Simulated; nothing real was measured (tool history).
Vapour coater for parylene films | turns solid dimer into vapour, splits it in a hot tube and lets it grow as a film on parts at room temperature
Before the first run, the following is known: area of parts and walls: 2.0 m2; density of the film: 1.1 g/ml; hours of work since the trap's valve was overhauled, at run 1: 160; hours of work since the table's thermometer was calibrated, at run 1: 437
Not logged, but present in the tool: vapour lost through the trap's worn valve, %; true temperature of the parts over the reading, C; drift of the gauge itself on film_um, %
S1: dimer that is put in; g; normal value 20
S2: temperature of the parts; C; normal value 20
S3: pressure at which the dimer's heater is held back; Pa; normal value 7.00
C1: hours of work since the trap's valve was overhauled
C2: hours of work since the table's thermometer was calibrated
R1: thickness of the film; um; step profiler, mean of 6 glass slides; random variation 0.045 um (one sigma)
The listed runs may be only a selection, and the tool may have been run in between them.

{"run": 1, "hour": 0.0, "S1": 20, "S2": 20, "S3": 7.0, "C1": 160, "C2": 437, "R1": 4.73}
{"run": 2, "hour": 13.3, "S1": 20, "S2": 20, "S3": 7.0, "C1": 166, "C2": 444, "R1": 4.65}
{"run": 3, "hour": 36.2, "S1": 20, "S2": 20, "S3": 7.0, "C1": 178, "C2": 456, "R1": 4.74}
{"run": 4, "hour": 64.1, "S1": 20, "S2": 20, "S3": 7.0, "C1": 192, "C2": 470, "R1": 4.65}
{"run": 5, "hour": 88.5, "S1": 20, "S2": 20, "S3": 7.0, "C1": 205, "C2": 483, "R1": 4.72}
{"run": 6, "hour": 119.4, "S1": 20, "S2": 20, "S3": 7.0, "C1": 221, "C2": 498, "R1": 4.64}
{"run": 7, "hour": 132.6, "S1": 9, "S2": 20, "S3": 7.0, "C1": 227, "C2": 505, "R1": 2.12}
{"run": 8, "hour": 158.0, "S1": 9, "S2": 20, "S3": 7.0, "C1": 240, "C2": 518, "R1": 2.07}
{"run": 9, "hour": 171.5, "S1": 9, "S2": 20, "S3": 7.0, "C1": 247, "C2": 525, "R1": 2.0}
{"run": 10, "hour": 188.2, "S1": 20, "S2": 20, "S3": 5.0, "C1": 256, "C2": 533, "R1": 4.83}
{"run": 11, "hour": 209.5, "S1": 20, "S2": 20, "S3": 5.0, "C1": 267, "C2": 544, "R1": 4.88}
{"run": 12, "hour": 240.1, "S1": 20, "S2": 20, "S3": 2.6, "C1": 282, "C2": 560, "R1": 5.48}
{"run": 13, "hour": 268.0, "S1": 16, "S2": 20, "S3": 7.0, "C1": 296, "C2": 574, "R1": 3.6}
{"run": 14, "hour": 289.7, "S1": 16, "S2": 20, "S3": 7.0, "C1": 308, "C2": 585, "R1": 3.56}
{"hour": 309.3, "done": "trap's valve overhauled"}
{"run": 15, "hour": 318.4, "S1": 20, "S2": 20, "S3": 7.0, "C1": 5, "C2": 598, "R1": 4.92}
{"run": 16, "hour": 340.3, "S1": 20, "S2": 25, "S3": 7.0, "C1": 16, "C2": 609, "R1": 3.88}
{"run": 17, "hour": 370.4, "S1": 20, "S2": 20, "S3": 7.0, "C1": 31, "C2": 624, "R1": 4.84}
{"run": 18, "hour": 399.2, "S1": 20, "S2": 20, "S3": 11.54, "C1": 46, "C2": 639, "R1": 4.42}
{"run": 19, "hour": 421.6, "S1": 20, "S2": 20, "S3": 11.54, "C1": 57, "C2": 651, "R1": 4.42}
{"run": 20, "hour": 442.4, "S1": 20, "S2": 20, "S3": 11.54, "C1": 68, "C2": 661, "R1": 4.39}
{"run": 21, "hour": 465.1, "S1": 25, "S2": 20, "S3": 11.54, "C1": 80, "C2": 673, "R1": 5.5}
{"run": 22, "hour": 487.5, "S1": 17, "S2": 19, "S3": 7.5, "C1": 91, "C2": 684, "R1": 4.15}
{"run": 23, "hour": 507.8, "S1": 35, "S2": 16, "S3": 11.71, "C1": 101, "C2": 695, "R1": 9.02}
{"run": 24, "hour": 528.4, "S1": 15, "S2": 23, "S3": 2.49, "C1": 112, "C2": 705, "R1": 3.81}
{"run": 25, "hour": 542.3, "S1": 15, "S2": 23, "S3": 2.49, "C1": 119, "C2": 712, "R1": 3.78}
{"run": 26, "hour": 554.9, "S1": 20, "S2": 25, "S3": 7.0, "C1": 125, "C2": 719, "R1": 3.72}
{"run": 27, "hour": 581.4, "S1": 20, "S2": 31, "S3": 11.01, "C1": 139, "C2": 732, "R1": 2.62}
{"run": 28, "hour": 602.7, "S1": 20, "S2": 20, "S3": 4.38, "C1": 150, "C2": 743, "R1": 5.19}
{"run": 29, "hour": 629.4, "S1": 20, "S2": 20, "S3": 4.38, "C1": 163, "C2": 757, "R1": 5.11}
{"run": 30, "hour": 649.5, "S1": 19, "S2": 18, "S3": 2.63, "C1": 174, "C2": 767, "R1": 5.78}
{"run": 31, "hour": 664.5, "S1": 19, "S2": 18, "S3": 2.63, "C1": 181, "C2": 775, "R1": 5.93}
{"run": 32, "hour": 682.9, "S1": 19, "S2": 18, "S3": 2.63, "C1": 191, "C2": 784, "R1": 5.76}
{"run": 33, "hour": 698.0, "S1": 17, "S2": 21, "S3": 7.0, "C1": 199, "C2": 792, "R1": 3.75}
{"run": 34, "hour": 728.7, "S1": 35, "S2": 16, "S3": 2.25, "C1": 214, "C2": 807, "R1": 11.99}
{"run": 35, "hour": 750.0, "S1": 10, "S2": 26, "S3": 6.68, "C1": 225, "C2": 818, "R1": 1.79}
{"run": 36, "hour": 771.8, "S1": 10, "S2": 26, "S3": 6.68, "C1": 236, "C2": 829, "R1": 1.76}
{"run": 37, "hour": 800.5, "S1": 27, "S2": 23, "S3": 6.44, "C1": 251, "C2": 844, "R1": 5.47}
{"run": 38, "hour": 820.4, "S1": 24, "S2": 20, "S3": 7.0, "C1": 261, "C2": 854, "R1": 5.34}
{"run": 39, "hour": 844.9, "S1": 18, "S2": 14, "S3": 4.9, "C1": 274, "C2": 867, "R1": 5.71}
{"run": 40, "hour": 863.9, "S1": 20, "S2": 20, "S3": 9.39, "C1": 283, "C2": 877, "R1": 4.29}
{"run": 41, "hour": 882.5, "S1": 22, "S2": 27, "S3": 9.39, "C1": 293, "C2": 886, "R1": 3.5}
{"run": 42, "hour": 903.8, "S1": 31, "S2": 20, "S3": 7.0, "C1": 304, "C2": 897, "R1": 6.94}

Predict each of these 5 candidate next runs independently; none follows another, all start after run 42:
{"run": "A", "hour": 925.2, "S1": 10, "S2": 20, "S3": 11.43, "C1": 315, "C2": 908, "R1": "?"}
{"run": "B", "hour": 925.2, "S1": 31, "S2": 20, "S3": 2.68, "C1": 315, "C2": 908, "R1": "?"}
{"run": "C", "hour": 925.2, "S1": 24, "S2": 31, "S3": 7.0, "C1": 315, "C2": 908, "R1": "?"}
{"run": "D", "hour": 925.2, "S1": 31, "S2": 20, "S3": 5.48, "C1": 315, "C2": 908, "R1": "?"}
{"run": "E", "hour": 925.2, "S1": 25, "S2": 17, "S3": 2.39, "C1": 315, "C2": 908, "R1": "?"}

run=A R1=2.02
run=B R1=8.38
run=C R1=3.29
run=D R1=7.33
run=E R1=7.75
What these runs would have given with no unlogged condition in the tool:
run=A R1=2.25
run=B R1=9.32
run=C R1=3.66
run=D R1=8.16
run=E R1=8.63
